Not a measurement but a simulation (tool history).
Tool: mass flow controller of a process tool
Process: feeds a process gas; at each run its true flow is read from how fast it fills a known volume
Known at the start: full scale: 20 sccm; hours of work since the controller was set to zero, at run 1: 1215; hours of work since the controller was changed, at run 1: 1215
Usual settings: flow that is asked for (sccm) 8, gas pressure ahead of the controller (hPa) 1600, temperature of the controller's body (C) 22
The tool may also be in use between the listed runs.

| run | day | flow that is asked for (sccm) | gas pressure ahead of the controller (hPa) | temperature of the controller's body (C) | hours of work since the controller was set to zero | hours of work since the controller was changed | true flow (%) |
|---|---|---|---|---|---|---|---|
| 1 | 0 | 8 | 1600 | 22 | 1215 | 1215 | 98.85 |
| 2 | 3.317 | 8 | 1550 | 22 | 1278 | 1278 | 99.01 |
| 3 | 7.533 | 6 | 1600 | 22 | 1359 | 1359 | 98.95 |
| 4 | 10.221 | 8 | 1600 | 22 | 1410 | 1410 | 99.07 |
| 5 | 13.358 | 2 | 1600 | 22 | 1469 | 1469 | 100.25 |
| 6 | 16.088 | 2 | 1600 | 22 | 1521 | 1521 | 100.3 |
| 7 | 18.158 | 8 | 1600 | 22 | 1561 | 1561 | 99.11 |
| 8 | 21.808 | 8 | 1600 | 22 | 1630 | 1630 | 99.24 |
| 9 | 25.042 | 8 | 1600 | 22 | 1692 | 1692 | 99.2 |
| 10 | 28.362 | 8 | 1600 | 28 | 1755 | 1755 | 99.9 |
| 11 | 32.95 | 8 | 1600 | 28 | 1842 | 1842 | 99.89 |
| 12 | 35.908 | 8 | 1520 | 28 | 1898 | 1898 | 99.96 |
| 13 | 39.388 | 8 | 1520 | 28 | 1964 | 1964 | 100.03 |
| 14 | 42.3 | 8 | 1520 | 28 | 2020 | 2020 | 99.92 |
| 15 | 44.725 | 8 | 1520 | 28 | 2066 | 2066 | 100.03 |
| 16 | 49.092 | 8 | 1520 | 28 | 2149 | 2149 | 100.07 |
| 17 | 51.9 | 8 | 1600 | 22 | 2202 | 2202 | 99.72 |
| 18 | 54.762 | 8 | 1600 | 22 | 2257 | 2257 | 99.82 |
| 19 | 56.712 | 8 | 1600 | 22 | 2294 | 2294 | 99.77 |
| 20 | 59.325 | 8 | 1600 | 22 | 2344 | 2344 | 99.83 |
| 21 | 63.742 | 8 | 1600 | 22 | 2428 | 2428 | 99.86 |
| 22 | 67.142 | 8 | 1600 | 22 | 2492 | 2492 | 99.82 |
| 23 | 69.817 | 8 | 1720 | 22 | 2543 | 2543 | 100.05 |
| 24 | 72.633 | 8 | 1720 | 22 | 2597 | 2597 | 100.12 |
| 25 | 76.675 | 8 | 1720 | 22 | 2674 | 2674 | 100.11 |
| 26 | 80.788 | 4 | 2310 | 35 | 2752 | 2752 | 101.9 |
| 27 | 83.167 | 4 | 1600 | 38 | 2797 | 2797 | 101.85 |
| 28 | 87.762 | 7 | 2170 | 36 | 2885 | 2885 | 101.58 |
| 29 | 90.721 | 8 | 2560 | 22 | 2941 | 2941 | 100.59 |
| 30 | 94.038 | 15 | 2300 | 23 | 3004 | 3004 | 101.08 |
| 31 | 96.554 | 6 | 1560 | 21 | 3052 | 3052 | 100.47 |
| 32 | 101.042 | 15 | 1560 | 22 | 3137 | 3137 | 100.88 |
| 33 | 104.079 | 15 | 2190 | 22 | 3195 | 3195 | 101.19 |
| 34 | 107.812 | 15 | 2190 | 22 | 3266 | 3266 | 101.16 |
| 35 | 111.292 | 17 | 1600 | 28 | 3332 | 3332 | 101.62 |
| 36 | 115.412 | 17 | 1600 | 28 | 3410 | 3410 | 101.75 |
| 37 | 117.9 | 8 | 1580 | 22 | 3458 | 3458 | 100.7 |
| 38 | 121.754 | 8 | 1580 | 22 | 3531 | 3531 | 100.81 |
| 39 | 126.1 | 8 | 1580 | 22 | 3614 | 3614 | 100.8 |
| 40 | 128.979 | 8 | 1600 | 32 | 3669 | 3669 | 101.66 |
| 41 | 132.988 | 3 | 1600 | 40 | 3745 | 3745 | 104.01 |
| 42 | 134.992 | 3 | 2740 | 23 | 3783 | 3783 | 103.35 |
| 43 | 139.1 | 4 | 1600 | 22 | 3861 | 3861 | 101.97 |
| 44 | 142.142 | 4 | 1560 | 22 | 3919 | 3919 | 102.1 |
| 45 | 144.108 | 8 | 1820 | 22 | 3956 | 3956 | 101.35 |
| 46 | 146.271 | 16 | 1820 | 25 | 3997 | 3997 | 101.95 |
| 47 | 149.092 | 3 | 2630 | 26 | 4051 | 4051 | 103.81 |
| 48 | 153.196 | 19 | 1440 | 28 | 4129 | 4129 | 102.32 |
| 49 | 156.25 | 15 | 1590 | 27 | 4187 | 4187 | 101.85 |

Forecast each of these 3 alternatives for the next run:
| A | 159.412 | 3 | 1600 | 22 | 4247 | 4247 | ? |
| B | 159.412 | 8 | 1640 | 37 | 4247 | 4247 | ? |
| C | 159.412 | 15 | 1590 | 21 | 4247 | 4247 | ? |

| run | true flow (%) |
|---|---|
| A | 103.47 |
| B | 102.39 |
| C | 101.44 |
Without the tool's hidden state the same runs would have given:
| run | true flow (%) |
|---|---|
| A | 97.08 |
| B | 98.9 |
| C | 98.75 |

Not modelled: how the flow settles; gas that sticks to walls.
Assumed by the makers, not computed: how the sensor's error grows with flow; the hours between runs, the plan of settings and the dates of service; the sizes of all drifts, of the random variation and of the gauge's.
